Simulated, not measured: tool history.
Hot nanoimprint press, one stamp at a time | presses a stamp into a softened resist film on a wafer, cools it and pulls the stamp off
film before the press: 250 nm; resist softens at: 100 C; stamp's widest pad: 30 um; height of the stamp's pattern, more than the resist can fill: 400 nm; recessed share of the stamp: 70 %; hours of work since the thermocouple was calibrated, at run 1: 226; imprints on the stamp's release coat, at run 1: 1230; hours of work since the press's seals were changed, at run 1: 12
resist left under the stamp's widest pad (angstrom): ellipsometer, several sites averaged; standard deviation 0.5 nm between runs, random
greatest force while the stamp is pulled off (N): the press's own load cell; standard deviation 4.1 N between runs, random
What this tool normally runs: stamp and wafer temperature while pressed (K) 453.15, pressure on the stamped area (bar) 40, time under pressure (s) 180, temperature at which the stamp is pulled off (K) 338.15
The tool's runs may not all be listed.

run,day,stamp and wafer temperature while pressed (K),pressure on the stamped area (bar),time under pressure (s),temperature at which the stamp is pulled off (K),hours of work since the thermocouple was calibrated,imprints on the stamp's release coat,hours of work since the press's seals were changed,resist left under the stamp's widest pad (angstrom),greatest force while the stamp is pulled off (N)
1,0,453.15,40,180,338.15,226,1230,12,1120,266
2,1.892,453.15,40,180,338.15,261,1370,47,1104,272
# day 4.462: plate thermocouple calibrated
3,5.338,453.15,40,180,338.15,16,1616,107,1097,291
4,8.942,453.15,40,180,338.15,81,1882,172,1096,305
5,11.154,453.15,40,180,338.15,122,2046,213,1087,331
6,12.829,453.15,40,180,338.15,152,2170,243,1090,327
# day 13.796: stamp cleaned and given a new release coat
7,15.638,453.15,40,180,338.15,199,136,289,1092,196
8,19.1,453.15,40,180,338.15,261,392,352,1088,207
9,21.012,453.15,40,180,338.15,296,534,387,1079,218
# day 21.742: plate thermocouple calibrated
10,24.6,453.15,40,117,338.15,52,790,450,1335,244
11,26.908,453.15,40,117,338.15,94,960,492,1339,253
# day 28.583: plate thermocouple calibrated, once more
12,30.792,453.15,24.8,180,338.15,40,1239,560,1419,277
13,33.788,453.15,24.8,180,338.15,95,1460,615,1420,289
14,36.942,453.15,24.8,180,338.15,152,1693,672,1405,298
15,40.112,453.15,45.5,180,338.15,210,1928,730,1082,317
# day 44.204: stamp cleaned and given a new release coat
16,44.271,453.15,45.5,180,338.15,281,5,801,1077,193
# day 45.833: plate thermocouple calibrated
17,47.467,453.15,43.2,180,338.15,30,232,856,1135,208
18,51.204,454.15,40,101,338.15,98,508,924,1391,226
# day 53.658: press's hydraulic seals changed and the load cell set to zero
19,53.808,454.15,40,101,338.15,139,676,3,1333,235
20,55.546,452.15,40,101,338.15,170,805,34,1390,237
21,58.938,453.15,35.4,196,332.15,232,1056,96,1138,304
22,62.479,456.15,33.5,231,334.15,296,1317,160,1025,307
# day 63.167: plate thermocouple calibrated
23,65.775,456.15,28.4,231,330.15,47,1552,218,1143,366

Forecast run 24:
24,69.192,456.15,28.4,231,330.15,110,1805,280,?,?

Run 24 measured resist left under the stamp's widest pad (angstrom) 1135, greatest force while the stamp is pulled off (N) 387.
Had the tool carried no hidden state, the very same run would have given resist left under the stamp's widest pad (angstrom) 1142, greatest force while the stamp is pulled off (N) 244.
